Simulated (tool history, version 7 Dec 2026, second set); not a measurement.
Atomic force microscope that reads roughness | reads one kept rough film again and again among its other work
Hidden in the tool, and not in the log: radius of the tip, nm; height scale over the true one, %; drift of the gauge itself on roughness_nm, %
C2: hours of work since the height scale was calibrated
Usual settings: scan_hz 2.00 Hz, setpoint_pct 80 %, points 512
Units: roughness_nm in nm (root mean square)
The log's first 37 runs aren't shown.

{"run": 38, "hour": 286.1, "scan_hz": 1.04, "setpoint_pct": 65, "points": 381, "pictures with this tip": 67, "C2": 48, "roughness_nm": 0.491}
{"run": 39, "hour": 293.1, "scan_hz": 1.04, "setpoint_pct": 65, "points": 381, "pictures with this tip": 79, "C2": 53, "roughness_nm": 0.491}
{"run": 40, "hour": 303.7, "scan_hz": 3.3, "setpoint_pct": 80, "points": 520, "pictures with this tip": 98, "C2": 59, "roughness_nm": 0.441}
{"run": 41, "hour": 311.1, "scan_hz": 3.32, "setpoint_pct": 80, "points": 476, "pictures with this tip": 111, "C2": 63, "roughness_nm": 0.437}
{"hour": 317.0, "done": "new tip fitted"}
{"run": 42, "hour": 320.0, "scan_hz": 1.97, "setpoint_pct": 56, "points": 634, "pictures with this tip": 5, "C2": 68, "roughness_nm": 0.494}
{"run": 43, "hour": 326.5, "scan_hz": 2.0, "setpoint_pct": 80, "points": 405, "pictures with this tip": 16, "C2": 72, "roughness_nm": 0.465}
{"run": 44, "hour": 332.9, "scan_hz": 2.0, "setpoint_pct": 84, "points": 512, "pictures with this tip": 28, "C2": 76, "roughness_nm": 0.455}
{"run": 45, "hour": 342.6, "scan_hz": 1.74, "setpoint_pct": 62, "points": 838, "pictures with this tip": 45, "C2": 81, "roughness_nm": 0.488}
{"run": 46, "hour": 347.4, "scan_hz": 1.74, "setpoint_pct": 62, "points": 838, "pictures with this tip": 54, "C2": 84, "roughness_nm": 0.492}
{"run": 47, "hour": 356.3, "scan_hz": 2.0, "setpoint_pct": 81, "points": 798, "pictures with this tip": 69, "C2": 90, "roughness_nm": 0.461}
{"run": 48, "hour": 363.5, "scan_hz": 1.36, "setpoint_pct": 76, "points": 973, "pictures with this tip": 82, "C2": 94, "roughness_nm": 0.478}
{"run": 49, "hour": 370.8, "scan_hz": 0.67, "setpoint_pct": 78, "points": 277, "pictures with this tip": 95, "C2": 98, "roughness_nm": 0.485}
{"run": 50, "hour": 377.9, "scan_hz": 1.67, "setpoint_pct": 80, "points": 324, "pictures with this tip": 107, "C2": 102, "roughness_nm": 0.464}
{"hour": 385.7, "done": "new tip fitted"}
{"run": 51, "hour": 386.4, "scan_hz": 1.23, "setpoint_pct": 76, "points": 536, "pictures with this tip": 2, "C2": 107, "roughness_nm": 0.484}

Forecast each of these 3 alternatives for the next run:
{"run": "A", "hour": 394.8, "scan_hz": 2.0, "setpoint_pct": 80, "points": 874, "pictures with this tip": 17, "C2": 112, "roughness_nm": "?"}
{"run": "B", "hour": 394.8, "scan_hz": 2.0, "setpoint_pct": 80, "points": 924, "pictures with this tip": 17, "C2": 112, "roughness_nm": "?"}
{"run": "C", "hour": 394.8, "scan_hz": 1.23, "setpoint_pct": 76, "points": 261, "pictures with this tip": 17, "C2": 112, "roughness_nm": "?"}

run=A roughness_nm=0.466
run=B roughness_nm=0.467
run=C roughness_nm=0.481
Without the tool's hidden state the same runs would have given:
run=A roughness_nm=0.467
run=B roughness_nm=0.468
run=C roughness_nm=0.482

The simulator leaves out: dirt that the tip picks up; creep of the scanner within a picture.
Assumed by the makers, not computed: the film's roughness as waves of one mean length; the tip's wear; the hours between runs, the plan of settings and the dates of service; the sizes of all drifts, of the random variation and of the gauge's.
